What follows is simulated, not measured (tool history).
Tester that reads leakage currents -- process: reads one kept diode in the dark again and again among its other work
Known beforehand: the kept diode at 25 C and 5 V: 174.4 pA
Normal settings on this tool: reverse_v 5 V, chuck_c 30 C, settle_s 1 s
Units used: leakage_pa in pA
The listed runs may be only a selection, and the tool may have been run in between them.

run,hour,reverse_v,chuck_c,settle_s,leakage_pa
1,0,5,30,1,278.59
2,130.5,5,30,1,279.88
3,345.6,5,30,1,280.77
4,517.9,5,30,1,282.01
5,651,5,35,1,425.94
# hour 742.7: tester calibrated
6,869.2,5,35,1,420.98
7,1001.1,5,35,1,426.68
8,1130.7,3.06,30,1,219.47
9,1302.6,5,30,2.5,284.8
# hour 1363.6: probe card cleaned and baked
10,1501.6,5,30,2.5,277.8
11,1731.3,2.86,30,3.84,208.56
12,1919.2,4.87,24,2.48,167.21
13,2117.3,12.54,26,1,330.41
14,2218.5,1.86,45,1,558.08
15,2370.7,1.86,45,1,562.59
16,2530.3,1.86,45,1,562.52
17,2771.6,1.86,45,1,567.24
18,2981.5,1.86,45,1,569.58
# hour 3058.1: chuck's temperature calibrated
19,3215.5,1.86,45,1,543.02

What if the next run were any one of these 4? Each begins from the tool's condition after run 19:
A,3393.7,5.92,55,1,?
B,3393.7,5.07,30,1,?
C,3393.7,19.19,46,0.56,?
D,3393.7,1.57,26,0.32,?

run,leakage_pa
A,2086.86
B,279.96
C,1996.58
D,109.12
Had the tool no hidden state, the same runs would have come out as:
run,leakage_pa
A,2059.08
B,270.46
C,1951.79
D,105.93
